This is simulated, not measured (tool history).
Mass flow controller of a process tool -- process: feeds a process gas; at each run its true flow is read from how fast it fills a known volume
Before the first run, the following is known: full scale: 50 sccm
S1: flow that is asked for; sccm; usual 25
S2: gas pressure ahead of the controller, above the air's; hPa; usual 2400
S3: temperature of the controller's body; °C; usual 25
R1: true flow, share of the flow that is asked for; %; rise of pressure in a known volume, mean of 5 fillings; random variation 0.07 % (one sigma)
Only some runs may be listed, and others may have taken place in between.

run 1 hour=0.0 | S1=25 S2=2400 S3=25 | R1=98.35
run 2 hour=79.1 | S1=25 S2=2400 S3=25 | R1=98.43
run 3 hour=155.5 | S1=25 S2=2400 S3=25 | R1=98.42
run 4 hour=294.3 | S1=25 S2=1780 S3=25 | R1=98.70
run 5 hour=470.9 | S1=25 S2=1780 S3=25 | R1=98.74
run 6 hour=635.8 | S1=25 S2=1780 S3=25 | R1=98.65
run 7 hour=804.3 | S1=25 S2=2310 S3=25 | R1=98.22
run 8 hour=975.5 | S1=25 S2=2310 S3=25 | R1=98.26
run 9 hour=1148.1 | S1=25 S2=2400 S3=30 | R1=97.69
run 10 hour=1318.5 | S1=25 S2=2400 S3=20 | R1=98.58
run 11 hour=1406.8 | S1=9 S2=2400 S3=25 | R1=96.60
run 12 hour=1510.5 | S1=9 S2=2400 S3=25 | R1=96.77
run 13 hour=1619.9 | S1=9 S2=2400 S3=25 | R1=96.77
run 14 hour=1700.7 | S1=26 S2=2400 S3=25 | R1=98.03
-- hour=1713.4 controller's zero set anew
run 15 hour=1857.5 | S1=26 S2=2400 S3=25 | R1=97.75
run 16 hour=2013.0 | S1=26 S2=2400 S3=25 | R1=97.58
run 17 hour=2153.6 | S1=8 S2=2400 S3=25 | R1=95.17
run 18 hour=2282.3 | S1=11 S2=2400 S3=24 | R1=96.23
run 19 hour=2432.0 | S1=11 S2=2640 S3=29 | R1=95.45
run 20 hour=2560.3 | S1=6 S2=2640 S3=29 | R1=93.72
-- hour=2655.6 controller's zero set anew, once more
run 21 hour=2655.6 | S1=24 S2=1670 S3=33 | R1=98.06
run 22 hour=2769.4 | S1=12 S2=1750 S3=27 | R1=98.21
run 23 hour=2879.8 | S1=20 S2=2720 S3=25 | R1=98.07
run 24 hour=2977.5 | S1=11 S2=2560 S3=39 | R1=96.47
run 25 hour=3154.7 | S1=25 S2=2010 S3=25 | R1=98.48
run 26 hour=3328.9 | S1=8 S2=2400 S3=25 | R1=97.60
run 27 hour=3434.3 | S1=35 S2=2590 S3=25 | R1=98.21
run 28 hour=3588.6 | S1=35 S2=2590 S3=25 | R1=98.35
run 29 hour=3664.5 | S1=35 S2=2590 S3=21 | R1=98.68
run 30 hour=3813.9 | S1=27 S2=1870 S3=25 | R1=98.46
run 31 hour=3920.4 | S1=10 S2=1870 S3=25 | R1=97.65

Forecast each of these 5 alternatives for the next run:
run A hour=4030.1 | S1=21 S2=2400 S3=25 | R1=?
run B hour=4030.1 | S1=11 S2=2770 S3=35 | R1=?
run C hour=4030.1 | S1=10 S2=2630 S3=25 | R1=?
run D hour=4030.1 | S1=15 S2=2400 S3=25 | R1=?
run E hour=4030.1 | S1=10 S2=2150 S3=37 | R1=?

run=A R1=97.94
run=B R1=96.32
run=C R1=97.19
run=D R1=97.70
run=E R1=96.27
With the hidden condition removed and each run's random variation left untouched, the same runs would have given:
run=A R1=99.14
run=B R1=97.78
run=C R1=98.70
run=D R1=99.02
run=E R1=97.78
